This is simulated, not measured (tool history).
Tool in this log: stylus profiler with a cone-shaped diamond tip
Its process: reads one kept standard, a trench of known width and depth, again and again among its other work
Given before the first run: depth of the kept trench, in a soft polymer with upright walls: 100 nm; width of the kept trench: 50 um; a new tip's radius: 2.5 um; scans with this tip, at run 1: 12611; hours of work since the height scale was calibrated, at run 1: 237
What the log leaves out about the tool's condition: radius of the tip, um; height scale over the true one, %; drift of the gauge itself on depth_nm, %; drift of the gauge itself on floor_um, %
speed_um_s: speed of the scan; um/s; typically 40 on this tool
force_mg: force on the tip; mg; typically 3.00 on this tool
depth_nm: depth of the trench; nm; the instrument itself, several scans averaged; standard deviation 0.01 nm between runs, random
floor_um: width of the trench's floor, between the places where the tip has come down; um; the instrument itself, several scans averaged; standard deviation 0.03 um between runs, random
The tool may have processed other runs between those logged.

run,day,speed_um_s,force_mg,scans with this tip,hours of work since the height scale was calibrated,depth_nm,floor_um
1,0.000,40,3.00,12611,237,101.29,47.68
2,2.383,15,3.00,12978,269,101.29,47.71
3,3.975,15,3.00,13223,290,101.29,47.64
4,5.821,15,3.00,13507,315,101.28,47.69
5,8.512,15,3.00,13922,351,101.26,47.63
6,9.854,58,3.00,14129,369,101.25,47.50
7,12.225,58,3.00,14493,400,101.26,47.42
8,13.754,16,3.00,14729,421,101.25,47.58
# day 14.104: new tip fitted, height scale calibrated
9,15.150,16,3.00,161,14,101.37,48.56
10,17.808,40,1.05,570,49,100.67,48.34
11,19.842,40,1.05,883,76,100.65,48.32
12,21.221,11,3.00,1096,95,101.32,48.49
13,22.738,40,3.00,1330,115,101.32,48.40
14,24.054,40,3.00,1533,133,101.32,48.34
15,25.629,59,3.00,1775,154,101.31,48.23
16,27.742,59,3.00,2100,182,101.31,48.20
17,30.071,40,5.03,2458,213,101.84,48.25
18,31.325,13,3.00,2652,230,101.28,48.32
19,33.517,40,3.97,2990,259,101.55,48.18
20,35.700,40,7.03,3326,288,102.29,48.22
21,38.067,40,7.03,3690,320,102.29,48.21
22,39.446,40,7.03,3903,338,102.27,48.19
23,41.575,70,3.00,4230,366,101.25,48.01
24,43.208,76,7.51,4482,388,102.38,48.04
25,44.942,135,1.09,4749,411,100.60,47.47
26,46.888,25,2.16,5048,437,100.98,48.08
27,49.588,76,1.14,5464,473,100.58,47.79
28,51.354,40,6.08,5736,497,102.04,48.01
29,52.783,40,6.08,5957,516,102.04,48.11
30,54.712,40,6.08,6253,542,102.02,48.02
31,56.354,45,6.58,6506,563,102.12,48.03
32,58.262,99,5.07,6800,589,101.77,47.77
33,59.900,99,5.07,7052,611,101.74,47.81
34,61.608,99,5.07,7315,634,101.73,47.78
35,64.004,23,3.19,7685,666,101.24,47.96
36,65.496,12,3.19,7914,685,101.22,47.98
37,68.033,12,3.19,8304,719,101.19,47.91
38,69.317,12,3.19,8502,736,101.21,47.91
39,71.658,64,1.24,8863,768,100.56,47.65
40,74.150,14,1.45,9247,801,100.63,47.87
41,75.838,97,1.92,9506,823,100.79,47.54

Below, each run's measurement less what the same run would have read without the hidden state. Both values contain the same run-to-run variation, but the gauge's scatter may not be the same in both:
run,depth_nm,floor_um
1,-0.04,-0.83
2,-0.04,-0.85
3,-0.05,-0.87
4,-0.05,-0.88
5,-0.06,-0.90
6,-0.07,-0.91
7,-0.08,-0.93
8,-0.09,-0.94
9,+0.01,-0.02
10,+0.00,-0.06
11,-0.01,-0.08
12,-0.01,-0.11
13,-0.01,-0.13
14,-0.02,-0.14
15,-0.02,-0.16
16,-0.03,-0.19
17,-0.04,-0.21
18,-0.04,-0.23
19,-0.05,-0.26
20,-0.06,-0.29
21,-0.07,-0.31
22,-0.07,-0.33
23,-0.07,-0.35
24,-0.08,-0.37
25,-0.09,-0.38
26,-0.10,-0.40
27,-0.10,-0.43
28,-0.11,-0.45
29,-0.12,-0.46
30,-0.13,-0.48
31,-0.13,-0.50
32,-0.13,-0.51
33,-0.14,-0.53
34,-0.15,-0.55
35,-0.15,-0.57
36,-0.16,-0.59
37,-0.17,-0.62
38,-0.18,-0.62
39,-0.17,-0.65
40,-0.18,-0.67
41,-0.19,-0.68

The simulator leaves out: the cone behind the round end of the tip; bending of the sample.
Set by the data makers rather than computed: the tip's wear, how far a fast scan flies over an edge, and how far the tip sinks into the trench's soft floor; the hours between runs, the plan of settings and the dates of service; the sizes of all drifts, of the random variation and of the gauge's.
